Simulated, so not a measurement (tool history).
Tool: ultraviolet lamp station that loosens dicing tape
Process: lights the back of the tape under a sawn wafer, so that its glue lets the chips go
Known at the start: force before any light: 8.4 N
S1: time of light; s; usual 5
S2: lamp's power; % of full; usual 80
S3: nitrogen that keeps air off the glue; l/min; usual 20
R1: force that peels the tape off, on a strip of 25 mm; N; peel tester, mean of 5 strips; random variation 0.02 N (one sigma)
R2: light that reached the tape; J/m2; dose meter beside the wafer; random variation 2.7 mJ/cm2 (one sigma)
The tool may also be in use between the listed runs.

run,hour,S1,S2,S3,R1,R2
1,0,5,80,20,1.159,3240
2,70.6,5,80,6,2.626,3190
3,127.1,5,80,6,2.612,3180
4,191.5,6,80,20,0.892,3750
5,262.4,6,80,20,0.903,3660
# hour 304: window cleaned of glue's vapour
6,349.5,6,80,20,0.754,3940
7,445.1,6,80,20,0.793,3880
8,524.6,6,80,20,0.848,3880
9,611.6,6,80,20,0.851,3760
10,653,5,88,20,1.04,3360
11,716,5,88,20,1.111,3300
12,794.8,5,88,19,1.161,3280
13,860.4,5,88,19,1.201,3310
14,924.8,5,88,19,1.198,3180
# hour 954.2: window cleaned of glue's vapour
15,1006.4,2,79,14,4.281,1230
16,1078.6,4,64,15,2.899,1990
17,1141.9,4,64,15,2.868,1920
18,1220.9,4,61,7,4.081,1800
19,1303.1,4,66,38,1.883,1940
20,1372.5,3,63,20,3.557,1340
21,1468.6,10,63,26,0.492,4350
22,1549.4,9,71,6,1.705,4350
# hour 1602.9: window cleaned of glue's vapour
23,1602.9,7,71,6,2.124,3660
24,1683.3,3,67,6,4.83,1480
25,1729.4,3,71,6,4.642,1520
26,1825.7,3,71,6,4.801,1510
27,1887.3,3,71,29,2.812,1460

3 ways to go on from here, each from the tool as it stands after run 27. What would each give?
A,1961.4,10,71,18,?,?
B,1961.4,3,96,11,?,?
C,1961.4,3,61,24,?,?

run,R1,R2
A,0.571,4840
B,3.379,1960
C,3.619,1230
Without the tool's hidden state the same runs would have given:
run,R1,R2
A,0.324,6260
B,2.57,2540
C,2.835,1590

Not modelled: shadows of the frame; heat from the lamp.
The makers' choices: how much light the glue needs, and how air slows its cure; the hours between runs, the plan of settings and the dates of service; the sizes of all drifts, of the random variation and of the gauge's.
